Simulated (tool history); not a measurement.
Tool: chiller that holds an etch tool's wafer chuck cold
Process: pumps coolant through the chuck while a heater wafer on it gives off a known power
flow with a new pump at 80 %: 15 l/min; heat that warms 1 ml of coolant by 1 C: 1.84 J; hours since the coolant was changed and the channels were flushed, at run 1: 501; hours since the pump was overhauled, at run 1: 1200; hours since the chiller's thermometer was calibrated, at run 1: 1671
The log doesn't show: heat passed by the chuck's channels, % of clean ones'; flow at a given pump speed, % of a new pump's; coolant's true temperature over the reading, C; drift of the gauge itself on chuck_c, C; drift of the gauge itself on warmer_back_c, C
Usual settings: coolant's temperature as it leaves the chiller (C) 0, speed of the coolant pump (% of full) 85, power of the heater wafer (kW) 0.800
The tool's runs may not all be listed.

run,day,coolant's temperature as it leaves the chiller (C),speed of the coolant pump (% of full),power of the heater wafer (kW),hours since the coolant was changed and the channels were flushed,hours since the pump was overhauled,hours since the chiller's thermometer was calibrated,chuck's temperature once it has settled (C),how much warmer the coolant comes back (C)
1,0.000,0,85,0.800,501,1200,1671,5.6,1.72
2,1.500,0,71,0.800,537,1236,1707,6.5,2.08
3,2.958,0,71,0.800,572,1271,1742,6.7,2.05
4,3.996,0,71,0.800,597,1296,1767,6.6,2.08
5,4.721,0,85,0.471,615,1314,1784,3.3,1.04
6,5.583,0,85,0.471,635,1334,1805,3.2,1.00
7,6.279,0,85,0.471,652,1351,1822,3.3,1.00
8,7.892,0,85,0.471,691,1390,1861,3.4,0.98
9,8.800,0,85,0.800,713,1412,1882,5.6,1.67
10,9.742,0,85,0.800,735,1434,1905,5.7,1.66
11,10.988,-6,85,0.800,765,1464,1935,-0.4,1.68
12,11.767,0,85,0.800,784,1483,1954,5.7,1.70
13,12.454,0,85,1.042,800,1499,1970,7.3,2.23
14,13.938,0,85,1.042,836,1535,2006,7.3,2.17
15,14.612,0,85,0.800,852,1551,2022,5.7,1.69
16,16.058,0,85,0.800,887,1586,2057,5.7,1.69
17,17.362,-10,85,1.118,918,1617,2088,-2.3,2.35
18,18.775,-10,87,0.769,952,1651,2122,-4.7,1.56
19,19.696,2,95,0.471,974,1673,2144,5.1,0.89
20,20.746,2,95,0.471,999,1698,2169,5.1,0.84
21,21.504,0,85,0.771,1017,1717,2187,5.6,1.59
22,22.242,0,82,0.803,1035,1734,2205,5.9,1.75
23,23.083,0,82,0.803,1055,1754,2225,5.9,1.79
24,23.979,5,99,0.800,1077,1776,2247,10.0,1.44
25,24.988,2,65,0.800,1101,1800,2271,9.3,2.26
26,25.667,2,65,0.800,1117,1816,2287,9.2,2.28
27,26.683,2,65,0.800,1142,1841,2312,9.2,2.27
28,28.196,0,92,0.445,1178,1877,2348,3.1,0.87
29,29.250,0,98,0.816,1203,1902,2373,5.2,1.46

The next listed run, before its measurement:
30,30.188,-2,98,0.816,1226,1925,2396,?,?

chuck's temperature once it has settled (C): 3.2
how much warmer the coolant comes back (C): 1.46
Without the tool's hidden state the same run would have given chuck's temperature once it has settled (C) 2.7, how much warmer the coolant comes back (C) 1.39.

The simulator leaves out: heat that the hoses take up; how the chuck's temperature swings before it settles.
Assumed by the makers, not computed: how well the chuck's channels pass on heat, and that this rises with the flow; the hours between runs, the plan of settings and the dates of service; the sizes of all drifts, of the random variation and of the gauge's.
